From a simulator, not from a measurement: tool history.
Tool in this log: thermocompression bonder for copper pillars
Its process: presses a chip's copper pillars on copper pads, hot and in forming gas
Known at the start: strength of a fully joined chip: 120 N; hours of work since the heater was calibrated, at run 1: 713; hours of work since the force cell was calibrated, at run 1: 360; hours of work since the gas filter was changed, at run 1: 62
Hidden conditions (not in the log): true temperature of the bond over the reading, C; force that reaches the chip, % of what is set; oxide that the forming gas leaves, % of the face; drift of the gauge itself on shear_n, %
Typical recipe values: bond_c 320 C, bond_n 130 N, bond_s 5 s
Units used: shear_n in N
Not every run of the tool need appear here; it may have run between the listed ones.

run   hour  bond_c  bond_n  bond_s  hours of work since the heater was calibrated  hours of work since the force cell was calibrated  hours of work since the gas filter was changed  shear_n
  1      0     320     130       5                                            713                                                360                                              62     78.7
  2     20     320     130       5                                            723                                                370                                              72     77.1
  3   47.9     320     159       5                                            737                                                384                                              86     87.4
  4   73.5     320     159       3                                            750                                                397                                              99       73
  5   97.6     320     159       3                                            762                                                409                                             111     76.5
  6  123.8     320     159       3                                            775                                                422                                             125     75.3
  7  145.1     332     130       5                                            786                                                433                                             135     81.4
  8  171.1     332     107       5                                            799                                                446                                             148       71
     179.5  -- forming gas filter changed
  9  187.2     320     130       5                                            807                                                454                                               4     77.9
 10  213.5     320     101       5                                            820                                                467                                              17     63.9
 11  243.5     302      99       4                                            835                                                482                                              32     51.9
 12  274.2     294     130       6                                            851                                                498                                              48     67.7
 13  296.3     300     130       5                                            862                                                509                                              59     67.5
 14  323.3     300     130       5                                            876                                                523                                              72     68.8
 15  349.2     300     130       5                                            889                                                536                                              85     66.8
 16  375.6     320     153       5                                            902                                                549                                              99     83.8
 17  403.6     320     130       5                                            916                                                563                                             113     76.2
 18  431.2     320     130       5                                            930                                                577                                             127     77.1

Consider 4 possible next runs. They are alternatives, not a sequence: every one starts from the tool as it was left by run 18. What does each give?
  A   447     320     130       5                                            938                                                585                                             135        ?
  B   447     322     130       4                                            938                                                585                                             135        ?
  C   447     346     172       6                                            938                                                585                                             135        ?
  D   447     346     180       3                                            938                                                585                                             135        ?

run  shear_n
  A     76.7
  B     72.4
  C    103.9
  D     93.2
Stripped of hidden state, with their random variation kept, the same runs would have yielded:
run  shear_n
  A     77.2
  B     72.9
  C    104.5
  D     93.8
